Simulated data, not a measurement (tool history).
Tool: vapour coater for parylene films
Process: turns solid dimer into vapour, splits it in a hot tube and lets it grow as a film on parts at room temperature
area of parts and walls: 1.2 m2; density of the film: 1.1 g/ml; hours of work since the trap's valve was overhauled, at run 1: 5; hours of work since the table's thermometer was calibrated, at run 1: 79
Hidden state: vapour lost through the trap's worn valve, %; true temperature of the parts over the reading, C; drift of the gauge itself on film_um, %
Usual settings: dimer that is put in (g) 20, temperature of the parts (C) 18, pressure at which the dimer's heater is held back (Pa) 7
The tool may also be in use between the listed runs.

run,hour,dimer that is put in (g),temperature of the parts (C),pressure at which the dimer's heater is held back (Pa),hours of work since the trap's valve was overhauled,hours of work since the table's thermometer was calibrated,thickness of the film (nm)
1,0,20,18,7,5,79,7020
2,15.5,20,18,7,16,90,7030
3,28.6,20,18,7,25,99,6860
4,42.4,20,18,7,35,109,6920
5,57.6,20,18,7,46,120,6850
6,68.2,20,18,7,53,127,6940
7,79,20,18,7,61,135,6900
8,94.2,20,18,7,72,146,6770
9,104.2,20,18,7,79,153,6760
10,113,18,18,7,85,159,6170
11,127.5,20,18,7,95,169,6790
12,141.7,20,18,7,105,179,6790
13,159.5,20,18,7,118,192,6820
14,169.6,20,18,7,125,199,6640
15,179,10,11,2.9,131,206,4900
16,186.9,11,11,2.9,137,211,5460
17,200.9,11,11,2.9,147,221,5470
18,216.6,14,17,2.9,158,232,5190
19,225.7,14,17,2.9,164,239,5150
20,234.9,29,18,7,171,245,9640
21,252.5,29,18,7,183,258,9510
22,261.8,29,25,11.86,190,264,6620
23,271.6,29,19,11.86,197,271,8770
24,286.1,29,19,11.86,207,281,8850
25,303.5,27,18,4.43,219,294,9040
26,317.5,33,24,3.44,229,303,8500

5 ways to go on from here, each from the tool as it stands after run 26. What would each give?
A,328.7,20,26,2.84,237,311,?
B,328.7,20,10,7,237,311,?
C,328.7,20,18,3.82,237,311,?
D,328.7,10,19,3.09,237,311,?
E,328.7,22,24,3.22,237,311,?

run,thickness of the film (nm)
A,4720
B,9430
C,6860
D,3260
E,5710
Without the tool's hidden state the same runs would have given:
run,thickness of the film (nm)
A,5080
B,10160
C,7380
D,3510
E,6150
